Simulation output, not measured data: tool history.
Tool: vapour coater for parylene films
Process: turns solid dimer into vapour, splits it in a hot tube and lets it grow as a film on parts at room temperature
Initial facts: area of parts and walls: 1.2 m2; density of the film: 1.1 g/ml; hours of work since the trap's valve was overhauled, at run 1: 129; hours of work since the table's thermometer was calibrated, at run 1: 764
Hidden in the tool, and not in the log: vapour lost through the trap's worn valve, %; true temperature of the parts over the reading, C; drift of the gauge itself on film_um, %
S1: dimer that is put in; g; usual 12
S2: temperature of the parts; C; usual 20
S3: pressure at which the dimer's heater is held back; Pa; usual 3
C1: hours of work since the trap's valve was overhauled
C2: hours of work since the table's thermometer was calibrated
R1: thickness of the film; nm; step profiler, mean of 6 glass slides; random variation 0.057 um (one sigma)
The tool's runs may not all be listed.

run 1 hour=0 | S1=12 S2=20 S3=3 | C1=129 C2=764 | R1=6170
run 2 hour=62.3 | S1=12 S2=20 S3=3 | C1=163 C2=798 | R1=6190
run 3 hour=143.2 | S1=12 S2=20 S3=3 | C1=207 C2=842 | R1=6020
run 4 hour=206.7 | S1=12 S2=20 S3=3 | C1=242 C2=877 | R1=6010
run 5 hour=274.7 | S1=12 S2=20 S3=3 | C1=279 C2=914 | R1=5900
-- hour=292.1 trap's valve overhauled
run 6 hour=321 | S1=12 S2=20 S3=3 | C1=16 C2=937 | R1=6490
run 7 hour=396.3 | S1=12 S2=20 S3=3 | C1=57 C2=978 | R1=6240
run 8 hour=438.8 | S1=12 S2=20 S3=3 | C1=80 C2=1001 | R1=6320
run 9 hour=503.2 | S1=12 S2=20 S3=3 | C1=115 C2=1036 | R1=6230
run 10 hour=565.1 | S1=12 S2=15 S3=3 | C1=149 C2=1070 | R1=7510
run 11 hour=630 | S1=12 S2=15 S3=3 | C1=184 C2=1105 | R1=7440
run 12 hour=709.7 | S1=12 S2=15 S3=3 | C1=228 C2=1149 | R1=7440
run 13 hour=748.6 | S1=12 S2=15 S3=3 | C1=249 C2=1170 | R1=7170
run 14 hour=805.7 | S1=12 S2=15 S3=3 | C1=280 C2=1201 | R1=7130
-- hour=823.1 trap's valve overhauled
run 15 hour=872.4 | S1=12 S2=15 S3=3 | C1=27 C2=1235 | R1=7770
run 16 hour=912.8 | S1=12 S2=15 S3=3 | C1=49 C2=1258 | R1=7770
run 17 hour=964.2 | S1=12 S2=15 S3=3 | C1=77 C2=1286 | R1=7860
run 18 hour=1045.3 | S1=12 S2=15 S3=4.51 | C1=121 C2=1330 | R1=6950
run 19 hour=1079.7 | S1=12 S2=20 S3=3 | C1=140 C2=1349 | R1=6000
run 20 hour=1127.8 | S1=12 S2=20 S3=3 | C1=166 C2=1375 | R1=6140
run 21 hour=1196 | S1=12 S2=20 S3=3 | C1=203 C2=1412 | R1=6010
run 22 hour=1244.9 | S1=12 S2=20 S3=3 | C1=230 C2=1439 | R1=5810
run 23 hour=1283.6 | S1=12 S2=20 S3=5.12 | C1=251 C2=1460 | R1=5310
run 24 hour=1321.4 | S1=12 S2=31 S3=6.98 | C1=272 C2=1480 | R1=3130
-- hour=1352.7 trap's valve overhauled
run 25 hour=1376.6 | S1=7 S2=20 S3=5.81 | C1=13 C2=1508 | R1=3260
run 26 hour=1451.7 | S1=16 S2=28 S3=5.81 | C1=54 C2=1549 | R1=5230
run 27 hour=1520.8 | S1=16 S2=28 S3=5.81 | C1=92 C2=1587 | R1=5100
run 28 hour=1599 | S1=11 S2=17 S3=5.81 | C1=134 C2=1630 | R1=5580
run 29 hour=1668.3 | S1=11 S2=17 S3=5.81 | C1=172 C2=1668 | R1=5460
run 30 hour=1714 | S1=11 S2=22 S3=2.8 | C1=197 C2=1692 | R1=5170
run 31 hour=1786.8 | S1=11 S2=22 S3=2.8 | C1=237 C2=1732 | R1=5030
run 32 hour=1868.8 | S1=11 S2=22 S3=2.8 | C1=282 C2=1777 | R1=4900
-- hour=1882.6 trap's valve overhauled
run 33 hour=1937.3 | S1=17 S2=12 S3=2.8 | C1=30 C2=1812 | R1=12370
run 34 hour=1987.5 | S1=11 S2=13 S3=7.28 | C1=57 C2=1839 | R1=6370
run 35 hour=2026.3 | S1=10 S2=13 S3=4.81 | C1=78 C2=1861 | R1=6220
run 36 hour=2068.2 | S1=5 S2=18 S3=5.38 | C1=101 C2=1884 | R1=2410
run 37 hour=2112 | S1=16 S2=14 S3=8.89 | C1=125 C2=1907 | R1=8370
run 38 hour=2146.2 | S1=16 S2=14 S3=8.52 | C1=144 C2=1926 | R1=8280
run 39 hour=2208.6 | S1=16 S2=14 S3=8.52 | C1=178 C2=1960 | R1=8120
run 40 hour=2267.4 | S1=6 S2=23 S3=7.53 | C1=210 C2=1992 | R1=2150

Run 41 has not been measured yet. What should we expect?
run 41 hour=2331.4 | S1=10 S2=32 S3=3 | C1=245 C2=2027 | R1=?

Run 41 measured R1 2920 nm.
Take away the tool's hidden state, keep the run-to-run variation as it was, and the same run would have given R1 3350 nm.

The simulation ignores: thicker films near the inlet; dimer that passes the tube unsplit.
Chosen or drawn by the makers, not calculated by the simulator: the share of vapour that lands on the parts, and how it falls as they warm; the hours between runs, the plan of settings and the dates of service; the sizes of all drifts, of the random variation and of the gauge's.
